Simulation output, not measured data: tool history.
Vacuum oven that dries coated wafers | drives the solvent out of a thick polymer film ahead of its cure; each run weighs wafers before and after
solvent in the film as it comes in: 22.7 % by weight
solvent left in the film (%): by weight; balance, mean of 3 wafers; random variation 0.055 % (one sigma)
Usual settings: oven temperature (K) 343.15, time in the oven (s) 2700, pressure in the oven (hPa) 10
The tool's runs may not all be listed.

Run 1, hour 0: usual settings. Result: solvent left in the film (%) 2.37.
Run 2, hour 18.1: usual settings but pressure in the oven (hPa) 11.3. Result: solvent left in the film (%) 2.55.
Run 3, hour 50.7: usual settings but pressure in the oven (hPa) 15.1. Result: solvent left in the film (%) 3.01.
Run 4, hour 74.6: usual settings but time in the oven (s) 4620. Result: solvent left in the film (%) 1.6.
Run 5, hour 108.4: usual settings. Result: solvent left in the film (%) 2.35.
Run 6, hour 144.7: usual settings. Result: solvent left in the film (%) 2.4.
Run 7, hour 166.5: usual settings. Result: solvent left in the film (%) 2.45.
Run 8, hour 196.6: usual settings but pressure in the oven (hPa) 5.3. Result: solvent left in the film (%) 1.88.
Run 9, hour 218.8: usual settings but pressure in the oven (hPa) 5.3. Result: solvent left in the film (%) 1.97.
At hour 234.7: oven's thermocouples calibrated.
Run 10, hour 248.7: usual settings but pressure in the oven (hPa) 5.3. Result: solvent left in the film (%) 2.
Run 11, hour 266.2: usual settings but pressure in the oven (hPa) 11.9. Result: solvent left in the film (%) 2.82.
Run 12, hour 286.3: usual settings but oven temperature (K) 348.15, time in the oven (s) 2640, pressure in the oven (hPa) 30.2. Result: solvent left in the film (%) 3.55.
Run 13, hour 306.6: usual settings but oven temperature (K) 329.15, time in the oven (s) 2640, pressure in the oven (hPa) 8.1. Result: solvent left in the film (%) 7.51.
Run 14, hour 336.4: usual settings but oven temperature (K) 329.15, time in the oven (s) 2640, pressure in the oven (hPa) 8.1. Result: solvent left in the film (%) 7.55.
Run 15, hour 356: usual settings but oven temperature (K) 329.15, time in the oven (s) 2640, pressure in the oven (hPa) 8.1. Result: solvent left in the film (%) 7.53.
Run 16, hour 374.9: usual settings but oven temperature (K) 348.15, time in the oven (s) 2460, pressure in the oven (hPa) 7.7. Result: solvent left in the film (%) 1.71.
Run 17, hour 393.8: usual settings but oven temperature (K) 346.15, time in the oven (s) 1980, pressure in the oven (hPa) 9.6. Result: solvent left in the film (%) 2.87.

Forecast each of these 4 alternatives for the next run:
Run A, hour 416.6: usual settings but oven temperature (K) 329.15, time in the oven (s) 1980, pressure in the oven (hPa) 9.6. Result: solvent left in the film (%) ?.
Run B, hour 416.6: usual settings but oven temperature (K) 346.15, time in the oven (s) 1980, pressure in the oven (hPa) 11.8. Result: solvent left in the film (%) ?.
Run C, hour 416.6: usual settings but pressure in the oven (hPa) 5.9. Result: solvent left in the film (%) ?.
Run D, hour 416.6: usual settings but oven temperature (K) 353.15, time in the oven (s) 2580, pressure in the oven (hPa) 31.8. Result: solvent left in the film (%) ?.

run  solvent left in the film (%)
  A                          9.37
  B                          3.02
  C                          2.04
  D                          2.96
Without the tool's hidden state the same runs would have given:
run  solvent left in the film (%)
  A                          8.84
  B                          2.66
  C                          1.62
  D                          2.67
